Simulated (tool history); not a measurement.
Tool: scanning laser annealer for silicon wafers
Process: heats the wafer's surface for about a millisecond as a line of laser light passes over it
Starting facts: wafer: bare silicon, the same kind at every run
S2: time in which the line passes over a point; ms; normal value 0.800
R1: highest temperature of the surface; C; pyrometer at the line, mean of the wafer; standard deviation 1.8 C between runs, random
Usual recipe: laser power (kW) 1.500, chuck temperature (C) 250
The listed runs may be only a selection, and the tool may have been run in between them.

run 1 hour=0.0 | laser_power_(kW)=1.500 S2=0.800 chuck_temperature_(C)=250 | R1=1056
run 2 hour=20.5 | laser_power_(kW)=1.500 S2=0.800 chuck_temperature_(C)=250 | R1=1059
run 3 hour=40.8 | laser_power_(kW)=1.286 S2=0.800 chuck_temperature_(C)=250 | R1=921
run 4 hour=62.7 | laser_power_(kW)=1.286 S2=0.800 chuck_temperature_(C)=250 | R1=919
run 5 hour=81.2 | laser_power_(kW)=1.500 S2=0.800 chuck_temperature_(C)=250 | R1=1053
run 6 hour=101.1 | laser_power_(kW)=1.500 S2=0.800 chuck_temperature_(C)=250 | R1=1051
run 7 hour=120.0 | laser_power_(kW)=1.500 S2=0.800 chuck_temperature_(C)=269 | R1=1072
run 8 hour=132.7 | laser_power_(kW)=1.500 S2=0.800 chuck_temperature_(C)=269 | R1=1069
run 9 hour=161.0 | laser_power_(kW)=1.500 S2=0.800 chuck_temperature_(C)=269 | R1=1068
run 10 hour=184.2 | laser_power_(kW)=1.500 S2=0.800 chuck_temperature_(C)=269 | R1=1069
run 11 hour=196.2 | laser_power_(kW)=1.500 S2=0.800 chuck_temperature_(C)=269 | R1=1067
run 12 hour=223.0 | laser_power_(kW)=1.409 S2=0.939 chuck_temperature_(C)=269 | R1=1075

Run 13 has not been measured yet. What should we expect?
run 13 hour=239.0 | laser_power_(kW)=1.409 S2=0.939 chuck_temperature_(C)=269 | R1=?

{"run 13": {"R1": 1071}}
Without the tool's hidden state the same run would have given R1 1095 C.

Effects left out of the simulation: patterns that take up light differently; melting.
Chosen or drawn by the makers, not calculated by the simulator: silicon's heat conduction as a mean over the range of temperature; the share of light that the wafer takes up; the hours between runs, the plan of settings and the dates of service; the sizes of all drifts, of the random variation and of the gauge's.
